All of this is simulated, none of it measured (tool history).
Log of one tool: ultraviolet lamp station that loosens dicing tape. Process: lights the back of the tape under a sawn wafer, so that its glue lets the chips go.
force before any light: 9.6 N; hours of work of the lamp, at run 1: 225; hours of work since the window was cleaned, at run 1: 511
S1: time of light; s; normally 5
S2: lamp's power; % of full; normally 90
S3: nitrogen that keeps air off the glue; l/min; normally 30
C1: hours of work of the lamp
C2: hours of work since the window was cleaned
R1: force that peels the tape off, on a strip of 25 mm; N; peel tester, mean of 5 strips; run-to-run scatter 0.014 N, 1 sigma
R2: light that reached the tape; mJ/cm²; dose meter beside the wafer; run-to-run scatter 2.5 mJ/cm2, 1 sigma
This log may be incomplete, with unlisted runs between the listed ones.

| run | hour | S1 | S2 | S3 | C1 | C2 | R1 | R2 |
|---|---|---|---|---|---|---|---|---|
| 1 | 0.0 | 5 | 90 | 30 | 225 | 511 | 0.909 | 245 |
| 2 | 31.0 | 5 | 61 | 30 | 244 | 529 | 1.871 | 166 |
| 3 | 58.5 | 5 | 90 | 30 | 261 | 546 | 0.917 | 240 |
| 4 | 83.4 | 5 | 90 | 30 | 276 | 561 | 0.911 | 239 |
|  | 89.7 | window cleaned of glue's vapour |
| 5 | 105.6 | 5 | 90 | 30 | 289 | 10 | 0.981 | 238 |
| 6 | 130.1 | 5 | 90 | 30 | 304 | 25 | 0.988 | 234 |
| 7 | 147.0 | 5 | 90 | 30 | 314 | 35 | 1.008 | 231 |
| 8 | 161.5 | 5 | 90 | 30 | 323 | 44 | 1.032 | 229 |
| 9 | 190.9 | 5 | 90 | 30 | 341 | 62 | 1.026 | 227 |
|  | 201.0 | window cleaned of glue's vapour, once more |
| 10 | 210.0 | 5 | 90 | 30 | 352 | 6 | 0.767 | 255 |
| 11 | 230.6 | 5 | 90 | 30 | 365 | 18 | 0.826 | 253 |
| 12 | 247.0 | 5 | 90 | 44 | 375 | 28 | 0.619 | 256 |
| 13 | 274.7 | 2 | 91 | 10 | 392 | 45 | 4.993 | 101 |
| 14 | 309.5 | 3 | 78 | 34 | 413 | 66 | 2.538 | 128 |
| 15 | 339.4 | 3 | 78 | 34 | 431 | 84 | 2.519 | 129 |
| 16 | 360.1 | 5 | 78 | 34 | 444 | 97 | 1.106 | 214 |
| 17 | 385.5 | 5 | 78 | 60 | 459 | 112 | 0.747 | 214 |
| 18 | 403.9 | 2 | 90 | 10 | 470 | 123 | 5.233 | 95 |
| 19 | 425.8 | 3 | 80 | 55 | 484 | 137 | 2.092 | 130 |
| 20 | 456.3 | 3 | 80 | 55 | 502 | 155 | 2.065 | 125 |
| 21 | 477.3 | 4 | 80 | 55 | 515 | 168 | 1.279 | 169 |
| 22 | 503.3 | 4 | 80 | 55 | 531 | 184 | 1.254 | 170 |

Pick out some run-to-run changes in R1. Of each, how much would a tool without hidden state show as well, from the settings, what came in and chance, and how much is left for the hidden state and any gauge scatter not in both results compared?
Hidden conditions of the tool in this case: lamp's light, % of a new lamp's; light that the window lets through, % of a clean one's; drift of the gauge itself on peel_n, %; drift of the gauge itself on dose_mj_cm2, %.
Run 12 -> 13: S1 5 -> 2, S2 90 -> 91, S3 44 -> 10. R1 +4.374 N: hidden state +0.261, all else +4.113.
Run 17 -> 18: S1 5 -> 2, S2 78 -> 90, S3 60 -> 10. R1 +4.486 N: hidden state +0.306, all else +4.180.
